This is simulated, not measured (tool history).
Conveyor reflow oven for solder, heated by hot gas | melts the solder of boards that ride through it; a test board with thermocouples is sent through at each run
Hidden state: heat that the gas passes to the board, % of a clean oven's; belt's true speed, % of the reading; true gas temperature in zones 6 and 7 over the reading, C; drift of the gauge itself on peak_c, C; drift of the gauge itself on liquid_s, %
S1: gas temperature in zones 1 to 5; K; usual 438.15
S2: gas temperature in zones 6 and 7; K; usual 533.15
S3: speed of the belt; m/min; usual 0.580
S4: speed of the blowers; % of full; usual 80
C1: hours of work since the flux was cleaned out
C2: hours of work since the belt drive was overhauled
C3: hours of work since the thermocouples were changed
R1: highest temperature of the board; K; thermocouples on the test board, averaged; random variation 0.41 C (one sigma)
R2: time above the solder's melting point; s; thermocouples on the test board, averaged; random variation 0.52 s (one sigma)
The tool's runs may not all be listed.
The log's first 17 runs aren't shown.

run 18 hour=265.2 | S1=438.15 S2=527.15 S3=0.677 S4=80 | C1=216 C2=41 C3=230 | R1=502.75 R2=22.3
run 19 hour=282.1 | S1=448.15 S2=533.15 S3=0.590 S4=68 | C1=223 C2=48 C3=237 | R1=512.65 R2=40.6
run 20 hour=290.1 | S1=448.15 S2=533.15 S3=0.528 S4=53 | C1=226 C2=51 C3=241 | R1=512.25 R2=44.9
run 21 hour=300.0 | S1=448.15 S2=533.15 S3=0.528 S4=53 | C1=230 C2=55 C3=245 | R1=513.45 R2=45.5
run 22 hour=317.2 | S1=433.15 S2=526.15 S3=0.509 S4=56 | C1=237 C2=62 C3=252 | R1=505.25 R2=32.8
run 23 hour=333.8 | S1=433.15 S2=526.15 S3=0.509 S4=56 | C1=244 C2=69 C3=259 | R1=505.35 R2=32.8
run 24 hour=346.1 | S1=444.15 S2=526.15 S3=0.509 S4=89 | C1=249 C2=74 C3=264 | R1=514.05 R2=52.0
run 25 hour=362.3 | S1=444.15 S2=526.15 S3=0.509 S4=89 | C1=256 C2=81 C3=271 | R1=514.75 R2=51.6
run 26 hour=370.3 | S1=444.15 S2=526.15 S3=0.509 S4=89 | C1=259 C2=84 C3=274 | R1=513.55 R2=52.0
run 27 hour=387.3 | S1=444.15 S2=526.15 S3=0.536 S4=70 | C1=266 C2=91 C3=281 | R1=508.65 R2=40.7
run 28 hour=402.0 | S1=429.15 S2=530.15 S3=0.485 S4=87 | C1=273 C2=97 C3=287 | R1=516.55 R2=51.0
run 29 hour=417.5 | S1=429.15 S2=530.15 S3=0.550 S4=76 | C1=279 C2=104 C3=294 | R1=510.35 R2=36.6
run 30 hour=429.3 | S1=429.15 S2=530.15 S3=0.550 S4=76 | C1=284 C2=109 C3=299 | R1=509.85 R2=35.9
run 31 hour=438.8 | S1=429.15 S2=534.15 S3=0.550 S4=88 | C1=288 C2=113 C3=302 | R1=515.95 R2=44.0
-- hour=448.7 flux residue cleaned out of gas plates and filters
run 32 hour=460.2 | S1=438.15 S2=537.15 S3=0.506 S4=80 | C1=5 C2=120 C3=309 | R1=523.75 R2=57.9

3 ways to go on from here, each from the tool as it stands after run 32. What would each give?
run A hour=468.1 | S1=438.15 S2=546.15 S3=0.506 S4=80 | C1=8 C2=123 C3=313 | R1=? R2=?
run B hour=468.1 | S1=431.15 S2=525.15 S3=0.580 S4=76 | C1=8 C2=123 C3=313 | R1=? R2=?
run C hour=468.1 | S1=438.15 S2=533.15 S3=0.580 S4=63 | C1=8 C2=123 C3=313 | R1=? R2=?

run=A R1=531.15 R2=64.2
run=B R1=506.35 R2=30.9
run=C R1=511.45 R2=37.1
Without the tool's hidden state the same runs would have given:
run=A R1=530.65 R2=63.7
run=B R1=505.85 R2=30.2
run=C R1=510.95 R2=36.4
